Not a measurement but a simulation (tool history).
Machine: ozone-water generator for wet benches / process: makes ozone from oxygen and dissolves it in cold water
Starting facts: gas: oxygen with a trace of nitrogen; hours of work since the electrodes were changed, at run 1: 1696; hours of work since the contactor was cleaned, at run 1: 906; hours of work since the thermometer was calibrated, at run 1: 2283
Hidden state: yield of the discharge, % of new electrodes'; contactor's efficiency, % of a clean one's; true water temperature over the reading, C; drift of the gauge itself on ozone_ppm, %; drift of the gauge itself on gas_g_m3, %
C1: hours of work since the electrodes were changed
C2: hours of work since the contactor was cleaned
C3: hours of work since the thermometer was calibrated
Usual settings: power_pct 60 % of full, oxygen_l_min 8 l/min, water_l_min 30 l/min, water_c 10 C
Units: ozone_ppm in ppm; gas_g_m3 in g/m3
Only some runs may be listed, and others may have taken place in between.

Run 1, hour 0: usual settings; C1 1696; C2 906; C3 2283. Result: ozone_ppm 27.5 ppm, gas_g_m3 205.8 g/m3.
Run 2, hour 22.3: usual settings but power_pct 75 % of full; C1 1717; C2 926; C3 2304. Result: ozone_ppm 32.6 ppm, gas_g_m3 244 g/m3.
Run 3, hour 66.2: usual settings but power_pct 75 % of full; C1 1758; C2 967; C3 2344. Result: ozone_ppm 32.3 ppm, gas_g_m3 243.7 g/m3.
Run 4, hour 104: usual settings; C1 1793; C2 1003; C3 2380. Result: ozone_ppm 27.4 ppm, gas_g_m3 206.8 g/m3.
Run 5, hour 145.1: usual settings; C1 1831; C2 1041; C3 2418. Result: ozone_ppm 27.7 ppm, gas_g_m3 205.2 g/m3.
Run 6, hour 175.9: usual settings; C1 1860; C2 1070; C3 2447. Result: ozone_ppm 27.9 ppm, gas_g_m3 205.8 g/m3.
Run 7, hour 206.3: usual settings; C1 1888; C2 1098; C3 2475. Result: ozone_ppm 27.9 ppm, gas_g_m3 204.4 g/m3.
Run 8, hour 230.3: usual settings but power_pct 51 % of full; C1 1910; C2 1120; C3 2497. Result: ozone_ppm 24.3 ppm, gas_g_m3 183.4 g/m3.
Run 9, hour 268.4: usual settings; C1 1946; C2 1156; C3 2533. Result: ozone_ppm 27.4 ppm, gas_g_m3 204 g/m3.
Run 10, hour 306.5: usual settings; C1 1981; C2 1191; C3 2568. Result: ozone_ppm 27.5 ppm, gas_g_m3 206.5 g/m3.
Run 11, hour 336.6: usual settings but oxygen_l_min 10.88 l/min; C1 2010; C2 1219; C3 2596. Result: ozone_ppm 26.8 ppm, gas_g_m3 170 g/m3.
Run 12, hour 363.4: usual settings but oxygen_l_min 10.88 l/min; C1 2035; C2 1244; C3 2621. Result: ozone_ppm 26.8 ppm, gas_g_m3 169.6 g/m3.
At hour 371.6: contactor cleaned.
Run 13, hour 405.3: usual settings but power_pct 55 % of full; C1 2070; C2 31; C3 2657. Result: ozone_ppm 25.3 ppm, gas_g_m3 193 g/m3.
Run 14, hour 426.8: usual settings but power_pct 55 % of full, oxygen_l_min 11.26 l/min, water_c 7 C; C1 2090; C2 52; C3 2677. Result: ozone_ppm 26.4 ppm, gas_g_m3 153.6 g/m3.
Run 15, hour 462.4: usual settings but power_pct 55 % of full, oxygen_l_min 11.26 l/min, water_c 7 C; C1 2123; C2 85; C3 2710. Result: ozone_ppm 26.1 ppm, gas_g_m3 153.3 g/m3.
Run 16, hour 506.2: usual settings but power_pct 82 % of full, oxygen_l_min 12.02 l/min, water_l_min 29 l/min; C1 2164; C2 126; C3 2751. Result: ozone_ppm 33.7 ppm, gas_g_m3 196.9 g/m3.
Run 17, hour 531.1: usual settings but power_pct 54 % of full, oxygen_l_min 7.74 l/min, water_c 11 C; C1 2187; C2 149; C3 2774. Result: ozone_ppm 24.6 ppm, gas_g_m3 193.5 g/m3.
At hour 570.5: contactor cleaned, once more.
Run 18, hour 580.3: usual settings but power_pct 54 % of full, oxygen_l_min 7.74 l/min, water_c 11 C; C1 2229; C2 9; C3 2816. Result: ozone_ppm 25.5 ppm, gas_g_m3 190.2 g/m3.
Run 19, hour 599.5: usual settings but power_pct 54 % of full, oxygen_l_min 9.43 l/min, water_l_min 37 l/min, water_c 11 C; C1 2247; C2 27; C3 2834. Result: ozone_ppm 21.6 ppm, gas_g_m3 171.7 g/m3.
Run 20, hour 634.5: usual settings but power_pct 72 % of full, oxygen_l_min 9.43 l/min, water_l_min 37 l/min, water_c 8 C; C1 2280; C2 60; C3 2867. Result: ozone_ppm 27 ppm, gas_g_m3 208.3 g/m3.
Run 21, hour 663.5: usual settings but water_l_min 33 l/min; C1 2307; C2 87; C3 2894. Result: ozone_ppm 25.2 ppm, gas_g_m3 201.6 g/m3.
Run 22, hour 700.8: usual settings but water_l_min 33 l/min; C1 2342; C2 121; C3 2928. Result: ozone_ppm 25.2 ppm, gas_g_m3 201 g/m3.
Run 23, hour 746.5: usual settings but power_pct 42 % of full, oxygen_l_min 8.66 l/min, water_l_min 21 l/min; C1 2384; C2 164; C3 2971. Result: ozone_ppm 26.5 ppm, gas_g_m3 148.8 g/m3.
Run 24, hour 785.1: usual settings but power_pct 42 % of full, oxygen_l_min 8.66 l/min, water_l_min 21 l/min; C1 2420; C2 200; C3 3007. Result: ozone_ppm 26.6 ppm, gas_g_m3 148 g/m3.

For each entry between runs, how does the tool's hidden state at the last listed run before it compare with that at the first listed run after it?
Runs 12 to 13: contactor cleaned (hour 371.6)
  yield of the discharge, % of new electrodes': 91.9 -> 91.7; contactor's efficiency, % of a clean one's: 97.8 -> 97.2
  the result without the hidden state subtracted from the measured one, ozone_ppm: -2.4 -> -2.2 ppm; gas_g_m3: -13.2 -> -14.1 g/m3
Runs 17 to 18: contactor cleaned, once more (hour 570.5)
  yield of the discharge, % of new electrodes': 91.2 -> 91.1; contactor's efficiency, % of a clean one's: 97 -> 99.6
  the result without the hidden state subtracted from the measured one, ozone_ppm: -2.2 -> -2 ppm; gas_g_m3: -14.9 -> -14.9 g/m3

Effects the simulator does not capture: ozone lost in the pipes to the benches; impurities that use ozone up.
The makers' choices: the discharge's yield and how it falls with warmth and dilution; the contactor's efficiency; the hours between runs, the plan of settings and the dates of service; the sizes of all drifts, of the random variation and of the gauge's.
